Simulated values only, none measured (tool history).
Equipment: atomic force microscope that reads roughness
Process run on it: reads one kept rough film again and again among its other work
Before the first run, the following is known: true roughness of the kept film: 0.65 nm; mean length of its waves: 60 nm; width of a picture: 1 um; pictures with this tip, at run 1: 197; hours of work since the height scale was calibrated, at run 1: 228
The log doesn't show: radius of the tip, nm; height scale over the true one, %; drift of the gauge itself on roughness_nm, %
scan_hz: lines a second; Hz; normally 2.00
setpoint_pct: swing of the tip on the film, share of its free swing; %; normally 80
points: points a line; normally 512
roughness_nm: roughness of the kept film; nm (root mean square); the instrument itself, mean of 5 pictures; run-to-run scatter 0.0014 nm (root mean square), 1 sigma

| run | hour | scan_hz | setpoint_pct | points | pictures with this tip | hours of work since the height scale was calibrated | roughness_nm |
|---|---|---|---|---|---|---|---|
| 1 | 0.0 | 2.00 | 80 | 512 | 197 | 228 | 0.584 |
| 2 | 15.4 | 2.00 | 80 | 512 | 216 | 236 | 0.583 |
| 3 | 26.1 | 2.00 | 80 | 512 | 229 | 242 | 0.585 |
| 4 | 40.3 | 2.00 | 86 | 512 | 246 | 250 | 0.566 |
|  | 42.1 | new tip fitted |
| 5 | 54.6 | 2.00 | 86 | 512 | 15 | 257 | 0.571 |
| 6 | 70.8 | 2.00 | 86 | 512 | 35 | 266 | 0.567 |
| 7 | 88.0 | 2.00 | 80 | 887 | 56 | 275 | 0.586 |
| 8 | 97.1 | 2.00 | 80 | 887 | 67 | 280 | 0.585 |
| 9 | 114.2 | 2.00 | 80 | 887 | 88 | 289 | 0.588 |
| 10 | 122.6 | 2.00 | 80 | 887 | 98 | 294 | 0.586 |
| 11 | 137.8 | 2.00 | 80 | 887 | 117 | 302 | 0.585 |
| 12 | 148.4 | 2.00 | 80 | 512 | 129 | 307 | 0.584 |
| 13 | 156.9 | 2.00 | 80 | 512 | 140 | 312 | 0.584 |
| 14 | 164.7 | 0.65 | 80 | 512 | 149 | 316 | 0.626 |
| 15 | 183.3 | 0.65 | 80 | 512 | 172 | 326 | 0.626 |
| 16 | 199.1 | 0.65 | 80 | 512 | 191 | 334 | 0.627 |
| 17 | 209.0 | 0.65 | 80 | 512 | 203 | 340 | 0.626 |
| 18 | 228.0 | 0.65 | 80 | 512 | 226 | 350 | 0.627 |
| 19 | 239.1 | 0.65 | 80 | 512 | 240 | 356 | 0.625 |
|  | 245.5 | new tip fitted |
| 20 | 249.2 | 2.00 | 80 | 512 | 4 | 361 | 0.586 |
| 21 | 261.7 | 2.00 | 80 | 512 | 19 | 368 | 0.587 |
| 22 | 279.8 | 2.00 | 80 | 512 | 41 | 377 | 0.587 |
| 23 | 296.7 | 2.21 | 80 | 396 | 62 | 386 | 0.578 |
| 24 | 314.5 | 2.21 | 80 | 396 | 83 | 396 | 0.578 |
| 25 | 322.3 | 2.21 | 66 | 488 | 93 | 400 | 0.612 |
| 26 | 332.9 | 2.21 | 66 | 488 | 106 | 406 | 0.614 |
| 27 | 350.5 | 2.21 | 66 | 488 | 127 | 415 | 0.611 |
| 28 | 363.9 | 1.45 | 58 | 894 | 143 | 422 | 0.635 |
| 29 | 372.9 | 3.76 | 67 | 433 | 154 | 427 | 0.588 |
| 30 | 387.7 | 1.57 | 58 | 500 | 172 | 435 | 0.630 |
| 31 | 404.3 | 1.57 | 58 | 500 | 192 | 444 | 0.630 |
| 32 | 412.9 | 3.40 | 67 | 394 | 203 | 448 | 0.593 |
| 33 | 422.4 | 3.40 | 67 | 394 | 214 | 454 | 0.594 |
| 34 | 438.7 | 2.00 | 82 | 445 | 234 | 462 | 0.580 |
|  | 449.9 | new tip fitted |
| 35 | 450.4 | 2.00 | 80 | 866 | 1 | 468 | 0.588 |
| 36 | 468.8 | 2.00 | 80 | 343 | 23 | 478 | 0.584 |
| 37 | 487.0 | 2.00 | 80 | 604 | 45 | 488 | 0.585 |
| 38 | 504.2 | 2.44 | 76 | 512 | 66 | 497 | 0.589 |
| 39 | 519.2 | 2.13 | 83 | 742 | 84 | 505 | 0.570 |
| 40 | 534.5 | 3.57 | 80 | 572 | 103 | 513 | 0.546 |
| 41 | 549.8 | 2.05 | 80 | 736 | 121 | 521 | 0.586 |
| 42 | 568.5 | 1.65 | 57 | 437 | 144 | 531 | 0.626 |
| 43 | 584.3 | 1.65 | 57 | 437 | 163 | 540 | 0.631 |

Entry by entry between the runs, the difference in hidden state between the last listed run before and the first listed run after:
Runs 4 to 5: new tip fitted (hour 42.1)
  radius of the tip, nm: 8.2 -> 7.1
Runs 19 to 20: new tip fitted (hour 245.5)
  radius of the tip, nm: 8.3 -> 7
Runs 34 to 35: new tip fitted (hour 449.9)
  radius of the tip, nm: 8.2 -> 7

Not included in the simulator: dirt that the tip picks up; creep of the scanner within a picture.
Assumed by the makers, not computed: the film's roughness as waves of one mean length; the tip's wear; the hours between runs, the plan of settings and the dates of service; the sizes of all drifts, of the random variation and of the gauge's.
